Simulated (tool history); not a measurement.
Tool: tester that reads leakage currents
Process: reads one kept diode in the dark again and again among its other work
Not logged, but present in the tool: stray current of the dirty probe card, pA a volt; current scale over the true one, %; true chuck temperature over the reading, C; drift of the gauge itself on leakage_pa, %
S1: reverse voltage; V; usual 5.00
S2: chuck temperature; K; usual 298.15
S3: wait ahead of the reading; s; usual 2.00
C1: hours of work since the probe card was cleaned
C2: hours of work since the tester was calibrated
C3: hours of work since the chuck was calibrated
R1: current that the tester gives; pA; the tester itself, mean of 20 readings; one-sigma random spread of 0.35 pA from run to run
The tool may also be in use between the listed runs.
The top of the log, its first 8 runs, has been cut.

run    hour    S1      S2    S3    C1    C2    C3      R1
  9  1236.8  5.00  298.15  2.00  1212  3581   933  116.16
 10  1362.4  5.00  298.15  2.00  1267  3636   989  116.47
 11  1479.8  5.00  298.15  0.38  1319  3688  1040  120.54
     1565.9  -- chuck's temperature calibrated
 12  1580.0  5.00  298.15  0.40  1362  3731     6  120.29
 13  1789.3  5.00  294.15  2.00  1455  3823    98   81.14
 14  1883.2  5.00  298.15  2.00  1496  3865   140  116.82
     2070.5  -- probe card cleaned and baked
 15  2074.1  5.00  298.15  2.00     2  3948   223  116.40
     2237.0  -- tester calibrated
 16  2272.8  5.00  298.15  2.00    88    16   309  115.92
 17  2411.5  5.00  298.15  2.00   149    77   370  117.58
 18  2497.0  5.00  298.15  2.00   187   115   408  116.84
 19  2605.5  5.00  298.15  3.62   235   162   456  116.13
 20  2738.0  2.97  294.15  2.00   293   221   514   60.52

Run 21 comes next. What will it give?
 21  2916.5  2.97  294.15  2.00  372  299  593   ?

For run 21 the tool returned R1 60.45 pA.
On a tool with no hidden condition, and with the same random variation, this run would have come out at R1 60.52 pA.

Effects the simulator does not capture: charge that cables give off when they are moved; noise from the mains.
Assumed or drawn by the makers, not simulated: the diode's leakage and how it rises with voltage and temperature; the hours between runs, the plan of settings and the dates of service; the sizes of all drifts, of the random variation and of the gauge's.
